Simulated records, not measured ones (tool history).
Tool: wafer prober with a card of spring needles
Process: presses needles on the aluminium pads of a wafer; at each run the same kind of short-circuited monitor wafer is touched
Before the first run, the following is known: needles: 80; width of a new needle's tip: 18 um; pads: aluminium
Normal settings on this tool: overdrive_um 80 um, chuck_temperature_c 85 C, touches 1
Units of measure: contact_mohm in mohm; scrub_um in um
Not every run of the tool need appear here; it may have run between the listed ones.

run 1 day=0.000 | overdrive_um=80 chuck_temperature_c=85 touches=1 | contact_mohm=267 scrub_um=18.01
-- day=0.179 tips cleaned on abrasive film
-- day=0.400 tips cleaned on abrasive film
-- day=0.579 tips cleaned on abrasive film
-- day=0.804 tips cleaned on abrasive film
run 2 day=0.950 | overdrive_um=80 chuck_temperature_c=45 touches=1 | contact_mohm=263 scrub_um=17.95
-- day=0.996 tips cleaned on abrasive film
-- day=1.175 tips cleaned on abrasive film
-- day=1.229 height of the first contact set anew
-- day=1.408 tips cleaned on abrasive film
-- day=1.633 tips cleaned on abrasive film
-- day=1.854 tips cleaned on abrasive film
-- day=2.079 tips cleaned on abrasive film
run 3 day=2.104 | overdrive_um=80 chuck_temperature_c=45 touches=1 | contact_mohm=258 scrub_um=18.28
-- day=2.283 tips cleaned on abrasive film
-- day=2.504 tips cleaned on abrasive film
-- day=2.729 tips cleaned on abrasive film
run 4 day=2.888 | overdrive_um=80 chuck_temperature_c=85 touches=1 | contact_mohm=273 scrub_um=18.22
-- day=2.938 tips cleaned on abrasive film
-- day=3.117 tips cleaned on abrasive film
-- day=3.338 tips cleaned on abrasive film
run 5 day=3.392 | overdrive_um=80 chuck_temperature_c=85 touches=1 | contact_mohm=274 scrub_um=18.19
-- day=3.525 tips cleaned on abrasive film
-- day=3.704 tips cleaned on abrasive film
-- day=3.908 tips cleaned on abrasive film
run 6 day=3.908 | overdrive_um=80 chuck_temperature_c=85 touches=1 | contact_mohm=270 scrub_um=18.27
-- day=4.129 tips cleaned on abrasive film
-- day=4.308 tips cleaned on abrasive film
-- day=4.533 tips cleaned on abrasive film
-- day=4.712 tips cleaned on abrasive film
run 7 day=4.721 | overdrive_um=80 chuck_temperature_c=85 touches=1 | contact_mohm=268 scrub_um=18.07
-- day=4.900 tips cleaned on abrasive film
-- day=5.121 tips cleaned on abrasive film
-- day=5.300 tips cleaned on abrasive film
run 8 day=5.438 | overdrive_um=80 chuck_temperature_c=37 touches=1 | contact_mohm=264 scrub_um=18.19
-- day=5.483 tips cleaned on abrasive film
-- day=5.662 tips cleaned on abrasive film
-- day=5.888 tips cleaned on abrasive film
-- day=6.067 tips cleaned on abrasive film
-- day=6.288 tips cleaned on abrasive film
-- day=6.467 tips cleaned on abrasive film
run 9 day=6.533 | overdrive_um=80 chuck_temperature_c=85 touches=1 | contact_mohm=278 scrub_um=18.09
-- day=6.671 tips cleaned on abrasive film
-- day=6.892 tips cleaned on abrasive film
-- day=7.117 tips cleaned on abrasive film
-- day=7.338 tips cleaned on abrasive film
run 10 day=7.342 | overdrive_um=80 chuck_temperature_c=85 touches=1 | contact_mohm=272 scrub_um=17.86
-- day=7.521 tips cleaned on abrasive film
-- day=7.700 tips cleaned on abrasive film
run 11 day=7.846 | overdrive_um=64 chuck_temperature_c=85 touches=1 | contact_mohm=284 scrub_um=14.30
-- day=7.896 tips cleaned on abrasive film
-- day=8.117 tips cleaned on abrasive film
-- day=8.171 height of the first contact set anew
-- day=8.350 tips cleaned on abrasive film
-- day=8.575 tips cleaned on abrasive film
run 12 day=8.671 | overdrive_um=64 chuck_temperature_c=85 touches=1 | contact_mohm=287 scrub_um=14.69
-- day=8.762 tips cleaned on abrasive film
-- day=8.988 tips cleaned on abrasive film
-- day=9.167 tips cleaned on abrasive film
-- day=9.388 tips cleaned on abrasive film
-- day=9.608 tips cleaned on abrasive film
run 13 day=9.654 | overdrive_um=64 chuck_temperature_c=85 touches=1 | contact_mohm=278 scrub_um=14.60
-- day=9.792 tips cleaned on abrasive film
-- day=10.012 tips cleaned on abrasive film
-- day=10.238 tips cleaned on abrasive film
run 14 day=10.338 | overdrive_um=64 chuck_temperature_c=44 touches=3 | contact_mohm=265 scrub_um=14.48
-- day=10.429 tips cleaned on abrasive film
-- day=10.654 tips cleaned on abrasive film
-- day=10.875 tips cleaned on abrasive film
-- day=11.054 tips cleaned on abrasive film
-- day=11.275 tips cleaned on abrasive film
run 15 day=11.446 | overdrive_um=67 chuck_temperature_c=38 touches=3 | contact_mohm=261 scrub_um=15.22
-- day=11.492 tips cleaned on abrasive film
-- day=11.712 tips cleaned on abrasive film
-- day=11.938 tips cleaned on abrasive film
-- day=12.117 tips cleaned on abrasive film
-- day=12.338 tips cleaned on abrasive film
-- day=12.538 tips cleaned on abrasive film
run 16 day=12.538 | overdrive_um=67 chuck_temperature_c=32 touches=1 | contact_mohm=256 scrub_um=15.18
-- day=12.758 tips cleaned on abrasive film
-- day=12.983 tips cleaned on abrasive film
run 17 day=13.083 | overdrive_um=67 chuck_temperature_c=32 touches=1 | contact_mohm=270 scrub_um=15.07
-- day=13.175 tips cleaned on abrasive film
-- day=13.400 tips cleaned on abrasive film
-- day=13.621 tips cleaned on abrasive film
-- day=13.817 tips cleaned on abrasive film
run 18 day=13.817 | overdrive_um=67 chuck_temperature_c=69 touches=2 | contact_mohm=267 scrub_um=15.10
-- day=14.038 tips cleaned on abrasive film
-- day=14.262 tips cleaned on abrasive film
-- day=14.442 tips cleaned on abrasive film
run 19 day=14.604 | overdrive_um=72 chuck_temperature_c=69 touches=2 | contact_mohm=273 scrub_um=16.16
-- day=14.654 tips cleaned on abrasive film
-- day=14.833 tips cleaned on abrasive film
-- day=15.054 tips cleaned on abrasive film
-- day=15.112 height of the first contact set anew
-- day=15.292 tips cleaned on abrasive film
run 20 day=15.338 | overdrive_um=61 chuck_temperature_c=69 touches=1 | contact_mohm=277 scrub_um=14.00
-- day=15.471 tips cleaned on abrasive film
-- day=15.696 tips cleaned on abrasive film
-- day=15.875 tips cleaned on abrasive film
run 21 day=15.942 | overdrive_um=61 chuck_temperature_c=26 touches=1 | contact_mohm=267 scrub_um=13.97
-- day=16.079 tips cleaned on abrasive film
-- day=16.300 tips cleaned on abrasive film
-- day=16.479 tips cleaned on abrasive film
-- day=16.704 tips cleaned on abrasive film
-- day=16.883 tips cleaned on abrasive film
run 22 day=16.912 | overdrive_um=68 chuck_temperature_c=94 touches=2 | contact_mohm=273 scrub_um=15.47
-- day=17.092 tips cleaned on abrasive film
-- day=17.271 tips cleaned on abrasive film
-- day=17.492 tips cleaned on abrasive film
run 23 day=17.504 | overdrive_um=68 chuck_temperature_c=94 touches=2 | contact_mohm=276 scrub_um=15.44
-- day=17.683 tips cleaned on abrasive film
-- day=17.908 tips cleaned on abrasive film
run 24 day=17.996 | overdrive_um=85 chuck_temperature_c=31 touches=1 | contact_mohm=262 scrub_um=19.33
-- day=18.088 tips cleaned on abrasive film
-- day=18.267 tips cleaned on abrasive film
-- day=18.446 tips cleaned on abrasive film
-- day=18.662 tips cleaned on abrasive film
run 25 day=18.662 | overdrive_um=85 chuck_temperature_c=111 touches=1 | contact_mohm=275 scrub_um=19.22
-- day=18.888 tips cleaned on abrasive film
-- day=19.108 tips cleaned on abrasive film
-- day=19.329 tips cleaned on abrasive film
-- day=19.508 tips cleaned on abrasive film
run 26 day=19.512 | overdrive_um=79 chuck_temperature_c=81 touches=1 | contact_mohm=265 scrub_um=17.76

Predict each of these 3 candidate next runs independently; none follows another, all start after run 26:
-- day=19.692 tips cleaned on abrasive film
-- day=19.912 tips cleaned on abrasive film
-- day=20.138 tips cleaned on abrasive film
-- day=20.358 tips cleaned on abrasive film
run A day=20.442 | overdrive_um=66 chuck_temperature_c=49 touches=1 | contact_mohm=? scrub_um=?
-- day=19.692 tips cleaned on abrasive film
-- day=19.912 tips cleaned on abrasive film
-- day=20.138 tips cleaned on abrasive film
-- day=20.358 tips cleaned on abrasive film
run B day=20.442 | overdrive_um=80 chuck_temperature_c=85 touches=1 | contact_mohm=? scrub_um=?
-- day=19.692 tips cleaned on abrasive film
-- day=19.912 tips cleaned on abrasive film
-- day=20.138 tips cleaned on abrasive film
-- day=20.358 tips cleaned on abrasive film
run C day=20.442 | overdrive_um=67 chuck_temperature_c=81 touches=1 | contact_mohm=? scrub_um=?

run=A contact_mohm=271 scrub_um=14.77
run=B contact_mohm=277 scrub_um=17.96
run=C contact_mohm=276 scrub_um=14.95
The same runs, with their run-to-run variation unchanged, on a tool lacking any hidden condition would have given:
run=A contact_mohm=260 scrub_um=15.15
run=B contact_mohm=269 scrub_um=18.33
run=C contact_mohm=266 scrub_um=15.32

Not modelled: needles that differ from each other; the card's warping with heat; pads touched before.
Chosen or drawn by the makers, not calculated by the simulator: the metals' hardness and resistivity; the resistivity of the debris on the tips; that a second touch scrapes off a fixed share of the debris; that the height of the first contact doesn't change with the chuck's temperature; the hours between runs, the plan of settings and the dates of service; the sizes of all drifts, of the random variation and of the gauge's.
